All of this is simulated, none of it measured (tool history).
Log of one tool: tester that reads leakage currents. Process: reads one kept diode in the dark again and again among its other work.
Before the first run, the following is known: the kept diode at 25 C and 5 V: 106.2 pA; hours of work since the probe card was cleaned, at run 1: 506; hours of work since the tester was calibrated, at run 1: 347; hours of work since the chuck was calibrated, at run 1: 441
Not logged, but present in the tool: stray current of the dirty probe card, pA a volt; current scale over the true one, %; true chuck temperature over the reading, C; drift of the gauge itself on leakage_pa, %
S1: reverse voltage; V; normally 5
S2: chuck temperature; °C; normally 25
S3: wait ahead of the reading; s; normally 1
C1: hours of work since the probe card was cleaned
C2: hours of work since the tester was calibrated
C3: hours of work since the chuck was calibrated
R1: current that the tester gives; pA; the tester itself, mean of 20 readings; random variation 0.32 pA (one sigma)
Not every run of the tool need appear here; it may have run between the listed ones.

Run 1, hour 0: usual settings; C1 506; C2 347; C3 441. Result: R1 102.99 pA.
Run 2, hour 32.3: usual settings but S3 0.37 s; C1 521; C2 363; C3 456. Result: R1 103.75 pA.
Run 3, hour 63.3: usual settings but S1 1.93 V; C1 536; C2 378; C3 471. Result: R1 75.63 pA.
Run 4, hour 95.6: usual settings but S1 1.93 V; C1 551; C2 393; C3 486. Result: R1 75.64 pA.
Run 5, hour 113.9: usual settings; C1 560; C2 402; C3 495. Result: R1 102.11 pA.
Run 6, hour 128.4: usual settings; C1 567; C2 409; C3 502. Result: R1 101.87 pA.
Run 7, hour 149.3: usual settings; C1 577; C2 419; C3 512. Result: R1 102.02 pA.
Run 8, hour 177.9: usual settings; C1 591; C2 432; C3 525. Result: R1 101.91 pA.
Run 9, hour 208.3: usual settings; C1 605; C2 447; C3 540. Result: R1 102.23 pA.
Run 10, hour 230.3: usual settings but S3 3.33 s; C1 616; C2 457; C3 550. Result: R1 101.46 pA.
Run 11, hour 244.8: usual settings; C1 622; C2 464; C3 557. Result: R1 101.5 pA.
Run 12, hour 265.4: usual settings but S1 2.16 V; C1 632; C2 474; C3 567. Result: R1 77.51 pA.
Run 13, hour 284.6: usual settings but S1 2.16 V; C1 641; C2 483; C3 576. Result: R1 77.78 pA.
At hour 289.1: probe card cleaned and baked.
Run 14, hour 319.5: usual settings but S1 2.16 V; C1 15; C2 498; C3 592. Result: R1 78.49 pA.
Run 15, hour 341.7: usual settings but S1 2.16 V; C1 25; C2 509; C3 602. Result: R1 78.02 pA.
Run 16, hour 358.7: usual settings but S1 2.16 V, S3 0.48 s; C1 33; C2 517; C3 610. Result: R1 77.92 pA.
Run 17, hour 389.9: usual settings but S1 2.16 V, S3 0.48 s; C1 48; C2 532; C3 625. Result: R1 77.78 pA.
Run 18, hour 417.4: usual settings; C1 61; C2 545; C3 638. Result: R1 101.79 pA.
Run 19, hour 451.1: usual settings but S1 7.29 V; C1 77; C2 561; C3 654. Result: R1 114.63 pA.
Run 20, hour 472.9: usual settings but S1 8.7 V; C1 88; C2 572; C3 665. Result: R1 121.85 pA.
At hour 491.3: probe card cleaned and baked, once more.
Run 21, hour 499.8: usual settings; C1 4; C2 583; C3 676. Result: R1 98.71 pA.
Run 22, hour 522.5: usual settings but S2 59 °C; C1 15; C2 594; C3 687. Result: R1 1219.51 pA.
Run 23, hour 537.9: usual settings but S1 4.52 V, S2 59 °C; C1 22; C2 601; C3 694. Result: R1 1180.91 pA.
Run 24, hour 569.6: usual settings but S1 3.11 V, S2 40 °C; C1 37; C2 616; C3 709. Result: R1 273.72 pA.
Run 25, hour 592.7: usual settings but S1 3.11 V, S2 40 °C; C1 48; C2 627; C3 720. Result: R1 275.48 pA.
Run 26, hour 621.3: usual settings but S1 1.41 V, S2 35 °C; C1 62; C2 641; C3 734. Result: R1 147.42 pA.
Run 27, hour 636.2: usual settings but S1 7.11 V, S3 7.6 s; C1 69; C2 648; C3 741. Result: R1 108.43 pA.
Run 28, hour 666.5: usual settings but S1 5.67 V, S2 54 °C, S3 1.96 s; C1 84; C2 663; C3 756. Result: R1 897.94 pA.
Run 29, hour 683.9: usual settings but S1 6.08 V, S2 54 °C, S3 0.57 s; C1 92; C2 671; C3 764. Result: R1 918.66 pA.
Run 30, hour 712.2: usual settings but S1 1.9 V, S2 49 °C, S3 1.97 s; C1 105; C2 684; C3 778. Result: R1 452.7 pA.

Expected results for the next run?
Run 31, hour 740.5: usual settings but S1 1.9 V, S2 49 °C, S3 1.97 s; C1 119; C2 698; C3 791. Result: R1 ?.

{"run 31": {"R1": 454.79}}
Take away the tool's hidden state, keep the run-to-run variation as it was, and the same run would have given R1 494.8 pA.

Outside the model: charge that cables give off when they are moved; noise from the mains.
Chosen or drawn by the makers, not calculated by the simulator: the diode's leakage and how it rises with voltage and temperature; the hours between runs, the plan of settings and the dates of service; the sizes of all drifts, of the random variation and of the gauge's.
